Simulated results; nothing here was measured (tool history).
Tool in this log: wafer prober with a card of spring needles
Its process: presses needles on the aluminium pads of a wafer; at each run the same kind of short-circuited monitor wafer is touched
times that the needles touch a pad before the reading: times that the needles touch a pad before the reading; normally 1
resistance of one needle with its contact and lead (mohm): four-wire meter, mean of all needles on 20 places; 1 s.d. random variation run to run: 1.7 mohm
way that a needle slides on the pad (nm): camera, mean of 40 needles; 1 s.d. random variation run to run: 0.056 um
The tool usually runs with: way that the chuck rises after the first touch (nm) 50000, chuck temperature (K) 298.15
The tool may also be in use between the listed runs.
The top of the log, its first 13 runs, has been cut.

run,hour,way that the chuck rises after the first touch (nm),chuck temperature (K),times that the needles touch a pad before the reading,touches since the tips were cleaned,cleanings since the card got new needles,touches since the first contact's height was set,resistance of one needle with its contact and lead (mohm),way that a needle slides on the pad (nm)
# hour 133.9: tips cleaned on abrasive film
14,140.3,50000,327.15,1,3166,32,116899,177,11160
# hour 147.7: tips cleaned on abrasive film
# hour 148.0: height of the first contact set anew
15,150.7,50000,327.15,1,1356,33,1356,177,11070
# hour 161.5: tips cleaned on abrasive film
16,163.9,50000,298.15,1,1174,34,7904,170,11080
# hour 174.8: tips cleaned on abrasive film
17,178.2,50000,298.15,1,1711,35,15041,168,11080
# hour 188.6: tips cleaned on abrasive film
18,191.2,50000,298.15,1,1311,36,21513,170,11230
19,198.2,41000,298.15,3,4837,36,25039,172,9120
# hour 201.9: tips cleaned on abrasive film
20,204.9,41000,298.15,3,1478,37,28343,172,9140
21,214.4,32000,298.15,1,6281,37,33146,179,7130
# hour 215.8: tips cleaned on abrasive film
22,222.3,50000,353.15,1,3250,38,37026,182,11200
# hour 229.1: tips cleaned on abrasive film
23,234.0,34000,307.15,3,2498,39,42891,179,7600
# hour 242.2: tips cleaned on abrasive film
24,242.2,34000,307.15,3,0,40,46955,176,7600
# hour 255.4: tips cleaned on abrasive film
25,256.5,34000,316.15,3,578,41,54083,181,7610
# hour 268.6: tips cleaned on abrasive film
26,270.9,35000,364.15,2,1164,42,61257,190,7860
# hour 281.8: tips cleaned on abrasive film
27,283.3,34000,311.15,1,775,43,67421,177,7580
# hour 295.3: tips cleaned on abrasive film
28,296.2,34000,357.15,1,455,44,73829,190,7580
29,307.1,34000,357.15,1,5937,44,79311,186,7600
# hour 308.8: tips cleaned on abrasive film
30,314.4,34000,357.15,1,2824,45,82936,191,7510
31,321.7,34000,357.15,1,6494,45,86606,189,7510
# hour 323.1: tips cleaned on abrasive film
32,333.3,34000,357.15,1,5096,46,92363,188,7550
# hour 336.8: tips cleaned on abrasive film
33,341.1,36000,299.15,1,2144,47,96216,175,8050

4 ways to go on from here, each from the tool as it stands after run 33. What would each give?
A,348.6,62000,333.15,3,5939,47,100011,?,?
B,348.6,36000,299.15,1,5939,47,100011,?,?
C,348.6,42000,316.15,3,5939,47,100011,?,?
D,348.6,52000,299.15,1,5939,47,100011,?,?

run,resistance of one needle with its contact and lead (mohm),way that a needle slides on the pad (nm)
A,176,13820
B,176,7950
C,173,9260
D,171,11600
What these runs would have given with no unlogged condition in the tool:
run,resistance of one needle with its contact and lead (mohm),way that a needle slides on the pad (nm)
A,176,13830
B,175,7950
C,172,9260
D,171,11600
